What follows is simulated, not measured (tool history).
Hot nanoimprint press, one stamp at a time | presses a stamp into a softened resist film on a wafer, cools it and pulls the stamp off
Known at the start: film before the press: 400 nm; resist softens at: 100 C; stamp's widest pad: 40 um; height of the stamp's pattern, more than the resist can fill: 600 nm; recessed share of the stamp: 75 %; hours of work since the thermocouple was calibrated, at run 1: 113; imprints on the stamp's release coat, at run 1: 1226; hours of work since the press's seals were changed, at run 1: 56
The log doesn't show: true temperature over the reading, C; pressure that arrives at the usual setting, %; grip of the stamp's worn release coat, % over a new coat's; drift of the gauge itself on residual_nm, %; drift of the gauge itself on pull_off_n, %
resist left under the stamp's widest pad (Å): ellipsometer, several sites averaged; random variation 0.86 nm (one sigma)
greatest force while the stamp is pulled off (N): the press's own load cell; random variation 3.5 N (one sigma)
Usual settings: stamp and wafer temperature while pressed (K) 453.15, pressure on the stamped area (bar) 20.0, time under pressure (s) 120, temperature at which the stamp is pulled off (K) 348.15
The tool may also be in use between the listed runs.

| run | hour | stamp and wafer temperature while pressed (K) | pressure on the stamped area (bar) | time under pressure (s) | temperature at which the stamp is pulled off (K) | hours of work since the thermocouple was calibrated | imprints on the stamp's release coat | hours of work since the press's seals were changed | resist left under the stamp's widest pad (Å) | greatest force while the stamp is pulled off (N) |
|---|---|---|---|---|---|---|---|---|---|---|
| 1 | 0.0 | 453.15 | 20.0 | 120 | 348.15 | 113 | 1226 | 56 | 1693 | 222 |
| 2 | 19.6 | 453.15 | 20.0 | 120 | 348.15 | 127 | 1329 | 70 | 1698 | 217 |
| 3 | 36.1 | 453.15 | 20.0 | 120 | 348.15 | 139 | 1415 | 82 | 1682 | 233 |
| 4 | 56.2 | 453.15 | 20.0 | 120 | 348.15 | 154 | 1521 | 96 | 1690 | 226 |
|  | 83.2 | stamp cleaned and given a new release coat |
| 5 | 87.4 | 453.15 | 20.0 | 120 | 348.15 | 172 | 22 | 115 | 1685 | 168 |
| 6 | 102.1 | 453.15 | 20.0 | 120 | 348.15 | 182 | 99 | 125 | 1694 | 168 |
| 7 | 129.3 | 453.15 | 20.0 | 120 | 348.15 | 202 | 242 | 145 | 1673 | 173 |
| 8 | 157.5 | 453.15 | 20.0 | 120 | 348.15 | 222 | 390 | 165 | 1674 | 177 |
| 9 | 177.8 | 455.15 | 20.0 | 120 | 348.15 | 237 | 497 | 180 | 1585 | 190 |
| 10 | 192.7 | 453.15 | 20.0 | 120 | 344.15 | 248 | 575 | 191 | 1677 | 195 |
| 11 | 216.2 | 453.15 | 20.0 | 120 | 343.15 | 265 | 698 | 207 | 1674 | 208 |
| 12 | 234.6 | 453.15 | 20.0 | 148 | 348.15 | 278 | 795 | 221 | 1529 | 198 |
| 13 | 257.4 | 453.15 | 20.0 | 148 | 348.15 | 294 | 915 | 237 | 1534 | 194 |
| 14 | 270.2 | 453.15 | 20.0 | 148 | 348.15 | 303 | 982 | 246 | 1516 | 211 |
| 15 | 283.6 | 453.15 | 20.0 | 148 | 348.15 | 313 | 1052 | 256 | 1530 | 207 |
| 16 | 306.1 | 453.15 | 20.0 | 148 | 348.15 | 329 | 1170 | 272 | 1520 | 213 |
| 17 | 327.3 | 453.15 | 20.0 | 148 | 348.15 | 345 | 1282 | 288 | 1523 | 208 |
| 18 | 348.7 | 453.15 | 20.0 | 148 | 348.15 | 360 | 1394 | 303 | 1526 | 228 |
| 19 | 365.9 | 453.15 | 20.0 | 148 | 348.15 | 372 | 1484 | 315 | 1524 | 223 |
| 20 | 393.1 | 453.15 | 20.0 | 148 | 339.15 | 392 | 1627 | 335 | 1516 | 256 |
|  | 400.7 | stamp cleaned and given a new release coat |
| 21 | 421.8 | 453.15 | 20.0 | 148 | 339.15 | 408 | 111 | 351 | 1518 | 193 |
| 22 | 437.2 | 453.15 | 20.0 | 148 | 339.15 | 420 | 192 | 362 | 1512 | 199 |
| 23 | 451.3 | 453.15 | 20.0 | 148 | 339.15 | 430 | 266 | 373 | 1519 | 196 |
| 24 | 465.6 | 453.15 | 20.0 | 148 | 339.15 | 440 | 341 | 383 | 1511 | 192 |
| 25 | 491.1 | 453.15 | 20.0 | 148 | 339.15 | 458 | 475 | 401 | 1522 | 207 |
| 26 | 508.2 | 453.15 | 18.0 | 228 | 348.15 | 471 | 565 | 414 | 1319 | 183 |
| 27 | 524.5 | 445.15 | 18.0 | 228 | 343.15 | 482 | 650 | 425 | 1644 | 203 |
|  | 530.9 | plate thermocouple calibrated |
| 28 | 540.1 | 445.15 | 18.0 | 228 | 343.15 | 7 | 716 | 434 | 1715 | 212 |
| 29 | 567.4 | 445.15 | 18.0 | 228 | 339.15 | 26 | 860 | 454 | 1709 | 233 |

Hidden state or all else? Some run-to-run changes of resist left under the stamp's widest pad (Å), split into what the settings, what came in and random variation would give without the hidden state, and what is left for the hidden state (with any gauge scatter that isn't in both results):
Run 25 -> 26: pressure on the stamped area (bar) 20.0 -> 18.0, time under pressure (s) 148 -> 228, temperature at which the stamp is pulled off (K) 339.15 -> 348.15. resist left under the stamp's widest pad (Å) -203: hidden state +3, all else -206.
Run 26 -> 27: stamp and wafer temperature while pressed (K) 453.15 -> 445.15, temperature at which the stamp is pulled off (K) 348.15 -> 343.15. resist left under the stamp's widest pad (Å) +325: hidden state -17, all else +342.
Run 27 -> 28: plate thermocouple calibrated. resist left under the stamp's widest pad (Å) +71: hidden state +77, all else -6.
